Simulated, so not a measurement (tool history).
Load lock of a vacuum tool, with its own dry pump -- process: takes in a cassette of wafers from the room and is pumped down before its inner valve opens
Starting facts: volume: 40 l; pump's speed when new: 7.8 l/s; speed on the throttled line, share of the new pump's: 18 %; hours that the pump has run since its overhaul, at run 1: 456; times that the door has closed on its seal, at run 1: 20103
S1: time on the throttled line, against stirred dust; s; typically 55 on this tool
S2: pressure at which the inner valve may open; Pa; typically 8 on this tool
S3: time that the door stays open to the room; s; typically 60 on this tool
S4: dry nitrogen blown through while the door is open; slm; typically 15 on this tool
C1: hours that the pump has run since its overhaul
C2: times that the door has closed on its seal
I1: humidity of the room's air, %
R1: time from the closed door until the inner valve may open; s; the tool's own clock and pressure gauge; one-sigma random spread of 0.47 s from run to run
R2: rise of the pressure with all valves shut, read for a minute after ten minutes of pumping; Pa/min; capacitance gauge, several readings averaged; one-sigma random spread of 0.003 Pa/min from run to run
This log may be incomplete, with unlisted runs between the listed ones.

| run | hour | S1 | S2 | S3 | S4 | C1 | C2 | I1 | R1 | R2 |
|---|---|---|---|---|---|---|---|---|---|---|
| 1 | 0 | 55 | 8 | 60 | 15 | 456 | 20103 | 44.3 | 93.7 | 0.378 |
| 2 | 243.4 | 55 | 15 | 60 | 15 | 700 | 20676 | 47.6 | 90.8 | 0.406 |
| 3 | 411.8 | 55 | 15 | 60 | 15 | 868 | 21072 | 44.9 | 91.5 | 0.408 |
| 4 | 724 | 55 | 8 | 60 | 15 | 1180 | 21808 | 45.1 | 95.2 | 0.438 |
| 5 | 1053.8 | 55 | 8 | 60 | 15 | 1510 | 22584 | 43.6 | 94.7 | 0.452 |
| 6 | 1201.5 | 107 | 8 | 60 | 15 | 1658 | 22932 | 44.7 | 136.6 | 0.466 |
| 7 | 1442.6 | 107 | 8 | 60 | 15 | 1899 | 23500 | 44.3 | 136.5 | 0.487 |
| 8 | 1700.9 | 107 | 8 | 60 | 15 | 2157 | 24108 | 42.8 | 137.5 | 0.506 |
|  | 1794.1 | door's seal changed, seat wiped |
| 9 | 1906.3 | 55 | 11 | 60 | 15 | 2361 | 264 | 44 | 93.6 | 0.028 |
| 10 | 2133.3 | 55 | 11 | 60 | 15 | 2588 | 799 | 46.1 | 93.3 | 0.035 |
| 11 | 2446.7 | 55 | 8 | 60 | 15 | 2901 | 1537 | 42.2 | 95.7 | 0.039 |
| 12 | 2745.8 | 55 | 8 | 60 | 15 | 3200 | 2241 | 44.4 | 96.1 | 0.043 |
| 13 | 2989.1 | 55 | 8 | 60 | 15 | 3444 | 2814 | 42.4 | 95.7 | 0.05 |
| 14 | 3155.8 | 55 | 8 | 60 | 15 | 3611 | 3207 | 45 | 95.1 | 0.05 |
| 15 | 3315.4 | 55 | 8 | 60 | 15 | 3770 | 3583 | 43.2 | 96.4 | 0.053 |
| 16 | 3648.1 | 55 | 8 | 60 | 15 | 4103 | 4367 | 46.7 | 95.9 | 0.074 |
| 17 | 3803.3 | 55 | 8 | 194 | 39 | 4258 | 4732 | 39.5 | 96.2 | 0.061 |
| 18 | 4041.4 | 55 | 14 | 95 | 15 | 4496 | 5293 | 46.6 | 93.3 | 0.085 |
| 19 | 4336.6 | 55 | 11 | 26 | 27 | 4791 | 5988 | 44.8 | 94.1 | 0.076 |
| 20 | 4532.8 | 55 | 11 | 26 | 27 | 4988 | 6450 | 45.3 | 94.6 | 0.074 |
| 21 | 4767.4 | 55 | 14 | 60 | 18 | 5222 | 7002 | 45.1 | 93.4 | 0.102 |
| 22 | 5117.6 | 55 | 8 | 60 | 29 | 5572 | 7827 | 43.9 | 97.5 | 0.103 |
| 23 | 5392.8 | 90 | 8 | 57 | 6 | 5848 | 8475 | 43.2 | 125.2 | 0.136 |
| 24 | 5637.9 | 34 | 8 | 224 | 14 | 6093 | 9052 | 44 | 79.2 | 0.154 |
| 25 | 5976.8 | 34 | 8 | 224 | 14 | 6431 | 9851 | 45.1 | 79.5 | 0.166 |
| 26 | 6139.9 | 34 | 8 | 224 | 14 | 6595 | 10235 | 48.2 | 80.2 | 0.174 |
| 27 | 6321 | 34 | 8 | 224 | 14 | 6776 | 10661 | 44.5 | 80.6 | 0.18 |
| 28 | 6561.6 | 48 | 8 | 162 | 4 | 7016 | 11228 | 43.8 | 91.7 | 0.215 |
| 29 | 6757.6 | 55 | 14 | 57 | 15 | 7212 | 11690 | 47.5 | 93.8 | 0.185 |
| 30 | 7104.9 | 32 | 6 | 25 | 7 | 7560 | 12507 | 42.3 | 80.5 | 0.193 |
| 31 | 7278.5 | 32 | 7 | 25 | 13 | 7733 | 12916 | 45.4 | 79.7 | 0.199 |

Branching from run 31: 4 alternative next runs. What would each branch give?
| A | 7601.2 | 63 | 7 | 92 | 13 | 8056 | 13676 | 44 | ? | ? |
| B | 7601.2 | 32 | 7 | 92 | 41 | 8056 | 13676 | 43.9 | ? | ? |
| C | 7601.2 | 48 | 7 | 99 | 11 | 8056 | 13676 | 44.7 | ? | ? |
| D | 7601.2 | 32 | 7 | 25 | 13 | 8056 | 13676 | 48.1 | ? | ? |

| run | R1 | R2 |
|---|---|---|
| A | 105 | 0.222 |
| B | 79.8 | 0.208 |
| C | 93.1 | 0.221 |
| D | 79.9 | 0.21 |
Without the tool's unlogged condition, the same runs would have read:
| run | R1 | R2 |
|---|---|---|
| A | 101.5 | 0.037 |
| B | 75.8 | 0.023 |
| C | 89.2 | 0.036 |
| D | 75.9 | 0.023 |

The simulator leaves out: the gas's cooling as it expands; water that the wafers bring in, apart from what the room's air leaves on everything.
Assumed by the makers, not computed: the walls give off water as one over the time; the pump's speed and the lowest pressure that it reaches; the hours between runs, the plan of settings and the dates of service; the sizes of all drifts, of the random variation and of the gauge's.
